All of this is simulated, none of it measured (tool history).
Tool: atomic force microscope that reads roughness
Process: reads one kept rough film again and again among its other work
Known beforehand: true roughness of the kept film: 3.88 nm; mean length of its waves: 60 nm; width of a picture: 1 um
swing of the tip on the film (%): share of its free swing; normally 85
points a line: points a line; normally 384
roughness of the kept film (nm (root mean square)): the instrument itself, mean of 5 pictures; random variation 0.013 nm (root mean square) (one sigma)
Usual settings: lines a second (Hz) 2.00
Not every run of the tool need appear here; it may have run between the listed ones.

run    hour  lines a second (Hz)  swing of the tip on the film (%)  points a line  roughness of the kept film (nm (root mean square))
  1     0.0                 2.00                                85            384                                               3.027
  2    15.6                 2.00                                62            384                                               3.482
  3    33.4                 2.00                                62            384                                               3.457
  4    65.5                 2.00                                62            384                                               3.402
       73.2  -- new tip fitted
  5    90.3                 2.00                                85            363                                               3.060
  6   115.2                 2.00                                85            363                                               3.057
  7   148.6                 2.00                                85            363                                               3.018
  8   177.2                 2.00                                85            384                                               2.984
  9   200.0                 0.87                                85            384                                               3.311
      206.3  -- new tip fitted
 10   215.8                 0.87                                85            384                                               3.489
 11   230.8                 2.00                                85            895                                               3.096
 12   264.6                 2.00                                85            384                                               3.053
 13   292.9                 1.43                                85            384                                               3.194
 14   309.6                 1.43                                85            384                                               3.178
 15   329.0                 2.00                                85            384                                               2.949
      340.4  -- new tip fitted
 16   356.4                 2.00                                85            384                                               3.095
 17   377.6                 2.00                                85            384                                               3.031
 18   411.9                 2.00                                85            384                                               3.038
      414.6  -- height scale calibrated on a step standard
 19   438.3                 2.00                                85            384                                               3.037
      475.4  -- new tip fitted
 20   475.4                 2.00                                85            384                                               3.128
 21   497.7                 2.00                                85            384                                               3.113
 22   518.0                 2.00                                85            384                                               3.095
 23   537.3                 2.00                                85            624                                               3.067
 24   563.3                 2.00                                85            375                                               3.021
 25   578.6                 2.00                                85            384                                               3.008
      607.3  -- new tip fitted
 26   614.7                 2.00                                85            923                                               3.125
      628.7  -- height scale calibrated on a step standard, once more
 27   638.2                 2.00                                85            923                                               3.034
 28   664.0                 2.34                                67            384                                               3.340
 29   684.2                 2.00                                85            921                                               2.997
 30   720.0                 2.62                                85            921                                               2.795
 31   738.0                 2.62                                85            921                                               2.773
      740.4  -- new tip fitted
 32   759.1                 0.55                                67            921                                               3.693
 33   789.3                 0.55                                83            676                                               3.509
 34   814.2                 2.07                                78            839                                               3.129
 35   831.2                 2.07                                69            610                                               3.330
 36   866.8                 2.48                                58            468                                               3.406
      873.3  -- new tip fitted
 37   900.5                 2.48                                58            468                                               3.557
 38   932.6                 2.48                                59            607                                               3.480
 39   952.7                 0.85                                83            384                                               3.331
 40   968.0                 0.85                                83            384                                               3.376
 41   986.0                 0.99                                87            864                                               3.204
     1006.1  -- new tip fitted
 42  1018.1                 1.82                                85            384                                               3.148
 43  1042.5                 1.82                                85            384                                               3.091
 44  1071.1                 3.28                                85            381                                               2.670
 45  1095.0                 3.28                                85            381                                               2.665
 46  1117.6                 2.66                                85            941                                               2.772
     1139.6  -- new tip fitted
 47  1154.3                 3.62                                86            941                                               2.631
 48  1170.2                 3.62                                86            941                                               2.611
 49  1192.1                 3.62                                86            941                                               2.587
 50  1225.2                 3.62                                58            941                                               3.367
 51  1243.8                 3.62                                58            941                                               3.353

What if the next run were any one of these 5? Each begins from the tool's condition after run 51:
  A  1263.2                 2.00                                85            528                                                   ?
  B  1263.2                 3.62                                70            426                                                   ?
  C  1263.2                 3.48                                58            519                                                   ?
  D  1263.2                 0.81                                89            910                                                   ?
  E  1263.2                 2.30                                85            384                                                   ?

run  roughness of the kept film (nm (root mean square))
  A                                               2.946
  B                                               3.047
  C                                               3.308
  D                                               3.266
  E                                               2.872
Had the tool no hidden state, the same runs would have come out as:
run  roughness of the kept film (nm (root mean square))
  A                                               3.082
  B                                               3.188
  C                                               3.461
  D                                               3.418
  E                                               3.004
